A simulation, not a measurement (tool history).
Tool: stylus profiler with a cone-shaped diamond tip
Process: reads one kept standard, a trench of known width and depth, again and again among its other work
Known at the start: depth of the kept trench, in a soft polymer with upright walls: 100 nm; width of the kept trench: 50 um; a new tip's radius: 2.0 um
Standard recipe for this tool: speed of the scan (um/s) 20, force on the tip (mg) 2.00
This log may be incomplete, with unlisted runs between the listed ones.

run	day	speed of the scan (um/s)	force on the tip (mg)	depth of the trench (nm)	width of the trench's floor (nm)
1	0.000	20	2.00	100.83	48600
2	1.129	20	2.38	100.98	48590
3	2.454	20	2.38	101.08	48640
4	3.258	20	2.38	101.13	48670
5	4.342	20	2.38	101.15	48680
6	5.554	20	2.38	101.02	48660
7	6.888	20	2.38	101.28	48640
8	7.779	20	2.00	100.91	48590
9	9.367	20	2.00	101.03	48640
10	10.217	20	2.00	101.06	48600
11	11.875	13	2.00	100.83	48700
12	13.167	17	2.00	100.99	48590
13	14.304	6	2.00	101.14	48670
14	15.312	80	5.50	101.97	48440
15	16.021	64	3.60	101.61	48440
# day 16.150: height scale calibrated on a step standard
16	17.038	64	3.60	101.41	48410
17	18.683	31	5.85	102.14	48560
18	19.825	31	5.85	102.06	48580
# day 20.083: height scale calibrated on a step standard, once more
19	20.575	58	2.85	100.99	48460
20	21.583	58	2.85	101.26	48430
21	22.892	22	1.02	100.62	48610
22	24.046	22	1.02	100.64	48580
23	24.783	45	2.33	101.17	48490
24	26.000	53	1.09	100.59	48230

What if the next run were any one of these 3? Each begins from the tool's condition after run 24:
A	27.342	24	0.74	?	?
B	27.342	62	2.00	?	?
C	27.342	5	1.26	?	?

run	depth of the trench (nm)	width of the trench's floor (nm)
A	100.58	48470
B	101.06	48340
C	100.80	48690
Had the tool no hidden state, the same runs would have come out as:
run	depth of the trench (nm)	width of the trench's floor (nm)
A	100.54	48510
B	101.01	48380
C	100.75	48730

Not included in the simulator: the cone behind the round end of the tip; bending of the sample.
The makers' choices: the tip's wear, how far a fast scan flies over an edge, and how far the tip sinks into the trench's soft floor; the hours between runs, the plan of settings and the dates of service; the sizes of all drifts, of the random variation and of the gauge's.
